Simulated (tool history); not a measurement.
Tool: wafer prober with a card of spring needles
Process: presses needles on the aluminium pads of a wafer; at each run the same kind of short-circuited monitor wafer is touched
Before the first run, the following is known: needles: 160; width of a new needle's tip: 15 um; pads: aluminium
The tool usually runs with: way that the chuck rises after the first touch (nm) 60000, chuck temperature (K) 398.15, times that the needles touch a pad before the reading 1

| run | hour | way that the chuck rises after the first touch (nm) | chuck temperature (K) | times that the needles touch a pad before the reading | resistance of one needle with its contact and lead (mohm) | way that a needle slides on the pad (nm) |
|---|---|---|---|---|---|---|
| 1 | 0 | 60000 | 398.15 | 1 | 238 | 9920 |
|  | 5.4 | tips cleaned on abrasive film |
|  | 12.5 | tips cleaned on abrasive film |
|  | 19.6 | tips cleaned on abrasive film |
|  | 26.7 | tips cleaned on abrasive film |
|  | 33.8 | tips cleaned on abrasive film |
| 2 | 38.3 | 60000 | 398.15 | 1 | 261 | 9870 |
|  | 41.9 | tips cleaned on abrasive film |
|  | 53.9 | card fitted with new needles |
|  | 61 | tips cleaned on abrasive film |
|  | 69.9 | tips cleaned on abrasive film |
|  | 77 | tips cleaned on abrasive film |
|  | 85.9 | tips cleaned on abrasive film |
|  | 93 | tips cleaned on abrasive film |
| 3 | 95.3 | 60000 | 398.15 | 1 | 223 | 9980 |
|  | 100.7 | tips cleaned on abrasive film |
|  | 107.8 | tips cleaned on abrasive film |
|  | 116.7 | tips cleaned on abrasive film |
| 4 | 117.1 | 60000 | 398.15 | 1 | 208 | 9970 |
|  | 124.2 | tips cleaned on abrasive film |
|  | 131.3 | tips cleaned on abrasive film |
|  | 140.2 | tips cleaned on abrasive film |
|  | 149.1 | tips cleaned on abrasive film |
|  | 156.2 | tips cleaned on abrasive film |
| 5 | 156.6 | 60000 | 336.15 | 1 | 193 | 9940 |
|  | 163.8 | tips cleaned on abrasive film |
|  | 170.9 | tips cleaned on abrasive film |
|  | 179.7 | tips cleaned on abrasive film |
| 6 | 183.1 | 60000 | 398.15 | 1 | 233 | 9880 |
|  | 188.5 | tips cleaned on abrasive film |
|  | 195.6 | tips cleaned on abrasive film |
|  | 202.7 | tips cleaned on abrasive film |
|  | 211.6 | tips cleaned on abrasive film |
|  | 218.7 | tips cleaned on abrasive film |
| 7 | 222.6 | 60000 | 314.15 | 1 | 220 | 9850 |
|  | 226.2 | tips cleaned on abrasive film |
|  | 235.1 | tips cleaned on abrasive film |
|  | 243.9 | tips cleaned on abrasive film |
|  | 247.7 | height of the first contact set anew |
|  | 253.1 | tips cleaned on abrasive film |
| 8 | 255.9 | 60000 | 398.15 | 1 | 229 | 9980 |
|  | 261.3 | tips cleaned on abrasive film |
|  | 268.4 | tips cleaned on abrasive film |
|  | 275.5 | tips cleaned on abrasive film |
|  | 282.6 | tips cleaned on abrasive film |
|  | 291.5 | tips cleaned on abrasive film |
|  | 299.4 | tips cleaned on abrasive film |
| 9 | 299.4 | 60000 | 398.15 | 1 | 205 | 9970 |
|  | 306.5 | tips cleaned on abrasive film |
|  | 315.4 | tips cleaned on abrasive film |
|  | 322.5 | tips cleaned on abrasive film |
| 10 | 325.3 | 75000 | 398.15 | 1 | 218 | 12440 |
|  | 330.7 | tips cleaned on abrasive film |
|  | 337.8 | tips cleaned on abrasive film |
|  | 346.7 | tips cleaned on abrasive film |
|  | 353.8 | tips cleaned on abrasive film |
| 11 | 354.6 | 60000 | 398.15 | 1 | 210 | 9920 |
|  | 361.7 | tips cleaned on abrasive film |
|  | 368.8 | tips cleaned on abrasive film |
|  | 377.7 | tips cleaned on abrasive film |
|  | 386.6 | tips cleaned on abrasive film |
|  | 393.7 | tips cleaned on abrasive film |
| 12 | 397.3 | 60000 | 398.15 | 1 | 234 | 9900 |
|  | 400.9 | tips cleaned on abrasive film |
|  | 409.8 | tips cleaned on abrasive film |
|  | 416.9 | tips cleaned on abrasive film |
|  | 425.8 | tips cleaned on abrasive film |
| 13 | 430.6 | 72000 | 333.15 | 2 | 203 | 11870 |
|  | 434.2 | tips cleaned on abrasive film |
|  | 441.3 | tips cleaned on abrasive film |
|  | 441.6 | height of the first contact set anew |
|  | 450.5 | tips cleaned on abrasive film |
|  | 457.6 | tips cleaned on abrasive film |
|  | 464.7 | tips cleaned on abrasive film |
| 14 | 464.8 | 77000 | 300.15 | 1 | 181 | 12850 |
|  | 472 | tips cleaned on abrasive film |
|  | 479.1 | tips cleaned on abrasive film |
|  | 486.2 | tips cleaned on abrasive film |
|  | 493.3 | tips cleaned on abrasive film |
|  | 500.4 | tips cleaned on abrasive film |
| 15 | 505 | 77000 | 300.15 | 1 | 210 | 12790 |
|  | 508.6 | tips cleaned on abrasive film |
|  | 515.7 | tips cleaned on abrasive film |
|  | 522.8 | tips cleaned on abrasive film |
| 16 | 529.7 | 63000 | 332.15 | 1 | 242 | 10420 |
|  | 531.5 | tips cleaned on abrasive film |
|  | 538.7 | tips cleaned on abrasive film |
|  | 545.8 | tips cleaned on abrasive film |
|  | 552.9 | tips cleaned on abrasive film |
|  | 560 | tips cleaned on abrasive film |
|  | 567.1 | tips cleaned on abrasive film |
| 17 | 569 | 53000 | 321.15 | 2 | 209 | 8720 |
|  | 574.4 | tips cleaned on abrasive film |
|  | 583.2 | tips cleaned on abrasive film |
|  | 590.4 | tips cleaned on abrasive film |
| 18 | 595.6 | 53000 | 321.15 | 2 | 229 | 8690 |
|  | 599.1 | tips cleaned on abrasive film |
|  | 606.2 | tips cleaned on abrasive film |
|  | 613.4 | tips cleaned on abrasive film |
| 19 | 617.6 | 62000 | 318.15 | 2 | 214 | 10130 |
|  | 621.2 | tips cleaned on abrasive film |
|  | 630.1 | tips cleaned on abrasive film |
|  | 635.6 | height of the first contact set anew |
|  | 639.3 | tips cleaned on abrasive film |
|  | 646.4 | tips cleaned on abrasive film |
| 20 | 648.6 | 50000 | 398.15 | 1 | 237 | 8330 |
|  | 653.9 | tips cleaned on abrasive film |
|  | 661 | tips cleaned on abrasive film |
|  | 668.1 | tips cleaned on abrasive film |
|  | 677 | tips cleaned on abrasive film |
|  | 684.1 | tips cleaned on abrasive film |
| 21 | 688.1 | 50000 | 357.15 | 1 | 258 | 8280 |
|  | 691.7 | tips cleaned on abrasive film |
|  | 698.9 | tips cleaned on abrasive film |
|  | 707.7 | tips cleaned on abrasive film |
|  | 715.2 | tips cleaned on abrasive film |
| 22 | 715.2 | 50000 | 364.15 | 2 | 200 | 8240 |
|  | 722.3 | tips cleaned on abrasive film |
|  | 731.2 | tips cleaned on abrasive film |
|  | 738.3 | tips cleaned on abrasive film |
|  | 747.2 | tips cleaned on abrasive film |
|  | 755 | tips cleaned on abrasive film |
| 23 | 755 | 59000 | 336.15 | 3 | 192 | 9720 |
|  | 762.1 | tips cleaned on abrasive film |
|  | 769.2 | tips cleaned on abrasive film |
|  | 776.3 | tips cleaned on abrasive film |
|  | 785.2 | tips cleaned on abrasive film |
| 24 | 790.9 | 73000 | 336.15 | 1 | 226 | 12070 |

Forecast each of these 3 alternatives for the next run:
|  | 792.8 | tips cleaned on abrasive film |
|  | 799.9 | tips cleaned on abrasive film |
|  | 808.8 | tips cleaned on abrasive film |
|  | 817.7 | tips cleaned on abrasive film |
|  | 824.8 | tips cleaned on abrasive film |
|  | 828.6 | height of the first contact set anew |
|  | 832.2 | tips cleaned on abrasive film |
|  | 839.3 | tips cleaned on abrasive film |
| A | 839.9 | 45000 | 309.15 | 2 | ? | ? |
|  | 792.8 | tips cleaned on abrasive film |
|  | 799.9 | tips cleaned on abrasive film |
|  | 808.8 | tips cleaned on abrasive film |
|  | 817.7 | tips cleaned on abrasive film |
|  | 824.8 | tips cleaned on abrasive film |
|  | 828.6 | height of the first contact set anew |
|  | 832.2 | tips cleaned on abrasive film |
|  | 839.3 | tips cleaned on abrasive film |
| B | 839.9 | 45000 | 304.15 | 1 | ? | ? |
|  | 792.8 | tips cleaned on abrasive film |
|  | 799.9 | tips cleaned on abrasive film |
|  | 808.8 | tips cleaned on abrasive film |
|  | 817.7 | tips cleaned on abrasive film |
|  | 824.8 | tips cleaned on abrasive film |
|  | 828.6 | height of the first contact set anew |
|  | 832.2 | tips cleaned on abrasive film |
|  | 839.3 | tips cleaned on abrasive film |
| C | 839.9 | 45000 | 330.15 | 2 | ? | ? |

| run | resistance of one needle with its contact and lead (mohm) | way that a needle slides on the pad (nm) |
|---|---|---|
| A | 201 | 7490 |
| B | 209 | 7490 |
| C | 202 | 7480 |
Take away the tool's hidden state, keep each run's random variation, and the runs would have read:
| run | resistance of one needle with its contact and lead (mohm) | way that a needle slides on the pad (nm) |
|---|---|---|
| A | 185 | 7510 |
| B | 183 | 7510 |
| C | 187 | 7500 |
